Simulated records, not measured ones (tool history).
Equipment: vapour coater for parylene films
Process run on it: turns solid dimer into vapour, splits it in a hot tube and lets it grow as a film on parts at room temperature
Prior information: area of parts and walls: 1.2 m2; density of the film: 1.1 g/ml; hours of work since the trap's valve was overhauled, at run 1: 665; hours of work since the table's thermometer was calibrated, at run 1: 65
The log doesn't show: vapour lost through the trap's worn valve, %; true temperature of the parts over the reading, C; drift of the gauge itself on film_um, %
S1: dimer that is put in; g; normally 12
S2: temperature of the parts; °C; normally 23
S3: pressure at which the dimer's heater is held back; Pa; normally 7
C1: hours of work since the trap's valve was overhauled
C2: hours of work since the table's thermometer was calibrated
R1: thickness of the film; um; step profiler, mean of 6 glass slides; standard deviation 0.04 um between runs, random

Run 1, hour 0: usual settings; C1 665; C2 65. Result: R1 3.6 um.
At hour 21: trap's valve overhauled.
Run 2, hour 51: usual settings but S2 16 °C; C1 20; C2 96. Result: R1 6.03 um.
Run 3, hour 104.4: usual settings but S2 16 °C; C1 54; C2 131. Result: R1 5.95 um.
Run 4, hour 134: usual settings but S3 6.04 Pa; C1 74; C2 150. Result: R1 4.4 um.
Run 5, hour 179.7: usual settings but S3 6.04 Pa; C1 104; C2 180. Result: R1 4.41 um.
Run 6, hour 222.1: usual settings but S3 6.04 Pa; C1 131; C2 208. Result: R1 4.33 um.
Run 7, hour 262.6: usual settings but S3 6.04 Pa; C1 158; C2 234. Result: R1 4.38 um.
Run 8, hour 326.7: usual settings but S3 6.45 Pa; C1 200; C2 276. Result: R1 4.27 um.
Run 9, hour 378.3: usual settings but S3 6.45 Pa; C1 233; C2 310. Result: R1 4.18 um.
Run 10, hour 428.6: usual settings but S2 31 °C; C1 266; C2 343. Result: R1 2.82 um.
Run 11, hour 474.5: usual settings but S1 15 g, S2 18 °C, S3 2.07 Pa; C1 296; C2 373. Result: R1 8.61 um.
Run 12, hour 507.7: usual settings but S1 15 g, S2 18 °C, S3 2.07 Pa; C1 318; C2 394. Result: R1 8.54 um.
Run 13, hour 550.6: usual settings but S1 15 g, S2 18 °C, S3 2.07 Pa; C1 346; C2 422. Result: R1 8.48 um.
Run 14, hour 588.6: usual settings but S2 22 °C, S3 5.62 Pa; C1 371; C2 447. Result: R1 4.43 um.
Run 15, hour 621.5: usual settings but S2 22 °C, S3 5.62 Pa; C1 392; C2 469. Result: R1 4.38 um.
Run 16, hour 676.3: usual settings but S1 20 g, S2 17 °C, S3 5.62 Pa; C1 428; C2 505. Result: R1 9.18 um.
Run 17, hour 710.9: usual settings but S1 20 g, S2 26 °C; C1 451; C2 527. Result: R1 5.61 um.

For each entry between runs, how does the tool's hidden state at the last listed run before it compare with that at the first listed run after it?
Logged between run 1 and run 2: trap's valve overhauled (hour 21)
  vapour lost through the trap's worn valve, %: 17.3 -> 0.7; true temperature of the parts over the reading, C: -0.07 -> -0.09
  measured minus no-state result, R1: -0.73 -> -0.02 um
